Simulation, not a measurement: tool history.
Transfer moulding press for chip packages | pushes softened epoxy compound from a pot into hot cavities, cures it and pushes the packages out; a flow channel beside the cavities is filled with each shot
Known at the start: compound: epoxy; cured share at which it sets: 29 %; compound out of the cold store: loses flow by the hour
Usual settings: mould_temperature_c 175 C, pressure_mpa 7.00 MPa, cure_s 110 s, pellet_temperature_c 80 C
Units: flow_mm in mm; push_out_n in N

run	day	mould_temperature_c	pressure_mpa	cure_s	pellet_temperature_c	incoming compound's hours out of the cold store	flow_mm	push_out_n
1	0.000	175	7.00	110	80	19.7	753	445
2	0.667	175	7.00	110	73	25.9	735	469
3	1.067	175	7.00	110	73	37.2	692	495
4	1.496	175	7.00	110	76	33.7	703	495
5	2.292	175	7.00	110	76	10.9	780	531
6	2.925	175	7.00	110	76	10.7	783	370
7	3.871	169	8.65	142	83	21.2	847	408
8	4.462	169	8.26	137	83	24.6	818	459
9	5.154	169	8.26	137	83	39.4	753	482
10	5.642	169	8.26	137	83	34.2	778	504
11	6.417	171	5.54	103	72	11.3	701	736

Taken out of this log: 1 entry between the listed runs. Where each belongs, and how the hidden state differs across it:
Between runs 5 and 6: cavities cleaned with cleaning compound and waxed (day 2.717)
  true mould temperature over the reading, C: -0.06 -> -0.05; pressure that reaches the compound, % of what is set: 93.91 -> 93.64; grip of the stained cavities, % over clean ones': 57.6 -> 6.9
  measured less the result without the state, flow_mm: -25 -> -26 mm; push_out_n: +196 -> +25 N
